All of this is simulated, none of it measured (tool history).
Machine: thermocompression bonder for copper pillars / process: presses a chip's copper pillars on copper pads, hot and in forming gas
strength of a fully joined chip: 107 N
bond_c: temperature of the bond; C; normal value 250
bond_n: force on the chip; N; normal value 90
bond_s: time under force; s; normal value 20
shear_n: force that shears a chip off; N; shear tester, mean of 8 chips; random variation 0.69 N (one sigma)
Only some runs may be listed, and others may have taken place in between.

| run | hour | bond_c | bond_n | bond_s | shear_n |
|---|---|---|---|---|---|
| 1 | 0.0 | 250 | 90 | 20 | 78.6 |
| 2 | 15.9 | 250 | 90 | 20 | 76.8 |
| 3 | 51.5 | 250 | 90 | 20 | 76.6 |
| 4 | 85.1 | 250 | 71 | 20 | 64.0 |
| 5 | 111.7 | 250 | 71 | 20 | 64.2 |
| 6 | 149.0 | 250 | 71 | 20 | 63.4 |
| 7 | 171.4 | 250 | 71 | 20 | 63.0 |
| 8 | 188.9 | 245 | 57 | 20 | 48.0 |
| 9 | 212.7 | 278 | 57 | 20 | 72.2 |
| 10 | 241.6 | 250 | 93 | 13 | 69.0 |
| 11 | 275.4 | 250 | 93 | 13 | 70.9 |
| 12 | 298.1 | 250 | 93 | 13 | 69.9 |
| 13 | 319.8 | 250 | 93 | 13 | 70.0 |
| 14 | 337.8 | 279 | 84 | 27 | 94.0 |

Table of differences, measured result less the result of that run with no hidden state. Run-to-run variation is the same in both. Gauge scatter possibly is not:
The hidden state here: true temperature of the bond over the reading, C; force that reaches the chip, % of what is set; oxide that the forming gas leaves, % of the face; drift of the gauge itself on shear_n, %.
| run | shear_n |
|---|---|
| 1 | +2.3 |
| 2 | +2.1 |
| 3 | +1.8 |
| 4 | +1.8 |
| 5 | +1.6 |
| 6 | +1.3 |
| 7 | +1.2 |
| 8 | +1.3 |
| 9 | +0.2 |
| 10 | +0.5 |
| 11 | +0.3 |
| 12 | +0.2 |
| 13 | +0.0 |
| 14 | -2.7 |

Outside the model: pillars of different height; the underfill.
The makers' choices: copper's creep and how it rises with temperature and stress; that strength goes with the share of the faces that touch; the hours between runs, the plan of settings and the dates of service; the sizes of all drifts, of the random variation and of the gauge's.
